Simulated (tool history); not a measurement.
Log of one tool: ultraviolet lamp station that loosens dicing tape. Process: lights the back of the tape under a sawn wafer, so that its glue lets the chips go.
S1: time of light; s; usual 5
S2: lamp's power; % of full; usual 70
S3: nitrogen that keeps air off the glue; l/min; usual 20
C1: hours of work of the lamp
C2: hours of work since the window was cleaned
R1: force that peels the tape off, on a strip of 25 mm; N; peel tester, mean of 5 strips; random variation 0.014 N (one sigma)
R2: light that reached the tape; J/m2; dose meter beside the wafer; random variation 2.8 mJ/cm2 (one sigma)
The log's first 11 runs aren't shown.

| run | hour | S1 | S2 | S3 | C1 | C2 | R1 | R2 |
|---|---|---|---|---|---|---|---|---|
| 12 | 200.5 | 5 | 72 | 20 | 612 | 240 | 0.989 | 3170 |
| 13 | 220.3 | 5 | 72 | 20 | 625 | 254 | 0.990 | 3150 |
| 14 | 240.8 | 5 | 70 | 20 | 639 | 268 | 1.027 | 3020 |
| 15 | 265.4 | 5 | 70 | 20 | 656 | 284 | 1.036 | 2980 |
| 16 | 283.5 | 5 | 70 | 20 | 668 | 297 | 1.127 | 3000 |
| 17 | 302.3 | 3 | 70 | 8 | 681 | 309 | 2.846 | 1780 |
| 18 | 314.9 | 7 | 70 | 36 | 690 | 318 | 0.461 | 4080 |
| 19 | 325.2 | 7 | 70 | 36 | 697 | 325 | 0.459 | 4110 |
| 20 | 346.3 | 2 | 92 | 10 | 711 | 339 | 3.122 | 1530 |
| 21 | 361.6 | 5 | 65 | 10 | 722 | 350 | 1.709 | 2630 |
| 22 | 373.3 | 3 | 80 | 20 | 729 | 358 | 2.040 | 1960 |
|  | 395.5 | window cleaned of glue's vapour |
| 23 | 398.7 | 5 | 72 | 25 | 746 | 2 | 0.889 | 3130 |
| 24 | 413.3 | 5 | 72 | 25 | 756 | 12 | 0.908 | 3100 |
| 25 | 432.9 | 5 | 72 | 25 | 770 | 25 | 0.951 | 3060 |
| 26 | 443.8 | 4 | 72 | 12 | 777 | 33 | 1.727 | 2470 |
| 27 | 469.1 | 4 | 72 | 12 | 794 | 50 | 1.767 | 2440 |
| 28 | 490.6 | 5 | 72 | 31 | 809 | 65 | 0.866 | 3030 |
| 29 | 506.9 | 6 | 72 | 8 | 820 | 76 | 1.148 | 3610 |
| 30 | 517.8 | 3 | 70 | 20 | 828 | 83 | 2.263 | 1730 |

Forecast each of these 5 alternatives for the next run:
| A | 535.5 | 10 | 77 | 14 | 840 | 95 | ? | ? |
| B | 535.5 | 5 | 70 | 20 | 840 | 95 | ? | ? |
| C | 535.5 | 5 | 95 | 20 | 840 | 95 | ? | ? |
| D | 535.5 | 7 | 69 | 19 | 840 | 95 | ? | ? |
| E | 535.5 | 3 | 65 | 16 | 840 | 95 | ? | ? |

| run | R1 | R2 |
|---|---|---|
| A | 0.281 | 6370 |
| B | 1.128 | 2930 |
| C | 0.636 | 3940 |
| D | 0.626 | 4030 |
| E | 2.691 | 1600 |
Without the tool's hidden state the same runs would have given:
| run | R1 | R2 |
|---|---|---|
| A | 0.189 | 8580 |
| B | 0.637 | 3940 |
| C | 0.349 | 5310 |
| D | 0.338 | 5430 |
| E | 1.910 | 2160 |
